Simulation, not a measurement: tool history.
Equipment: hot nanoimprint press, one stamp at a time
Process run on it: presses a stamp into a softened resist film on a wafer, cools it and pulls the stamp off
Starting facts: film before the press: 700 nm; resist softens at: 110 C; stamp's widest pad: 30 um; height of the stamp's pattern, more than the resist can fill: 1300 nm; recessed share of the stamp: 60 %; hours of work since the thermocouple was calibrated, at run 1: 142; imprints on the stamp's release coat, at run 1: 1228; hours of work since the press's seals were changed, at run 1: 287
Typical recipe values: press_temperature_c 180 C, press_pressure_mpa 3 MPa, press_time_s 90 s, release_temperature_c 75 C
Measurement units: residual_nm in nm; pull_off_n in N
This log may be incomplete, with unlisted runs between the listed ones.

| run | hour | press_temperature_c | press_pressure_mpa | press_time_s | release_temperature_c | hours of work since the thermocouple was calibrated | imprints on the stamp's release coat | hours of work since the press's seals were changed | residual_nm | pull_off_n |
|---|---|---|---|---|---|---|---|---|---|---|
| 1 | 0 | 180 | 3 | 90 | 75 | 142 | 1228 | 287 | 391.2 | 246 |
| 2 | 9 | 180 | 3 | 138 | 75 | 147 | 1265 | 292 | 343.7 | 244 |
| 3 | 19.8 | 180 | 3 | 138 | 75 | 154 | 1308 | 299 | 342.9 | 239 |
| 4 | 31.8 | 180 | 3 | 90 | 75 | 162 | 1357 | 306 | 391.9 | 244 |
|  | 44.7 | stamp cleaned and given a new release coat |
| 5 | 44.7 | 180 | 3 | 90 | 75 | 166 | 1 | 311 | 387.4 | 217 |
| 6 | 53.8 | 180 | 4.39 | 90 | 75 | 171 | 37 | 316 | 313.6 | 210 |
| 7 | 66 | 180 | 4.39 | 90 | 75 | 179 | 86 | 324 | 317.7 | 212 |
| 8 | 72.8 | 181 | 3 | 90 | 75 | 183 | 114 | 328 | 375.8 | 213 |
| 9 | 84.6 | 181 | 3 | 90 | 75 | 190 | 162 | 335 | 377.5 | 220 |
| 10 | 93.1 | 179 | 2.42 | 76 | 64 | 196 | 196 | 340 | 462.3 | 238 |

Run 11 is up next; what results do you expect?
| 11 | 106.3 | 169 | 2.42 | 76 | 64 | 204 | 249 | 349 | ? | ? |

residual_nm: 582.6 nm
pull_off_n: 234 N
Minus the tool's unlogged condition, the same run would have read residual_nm 590 nm, pull_off_n 229 N.
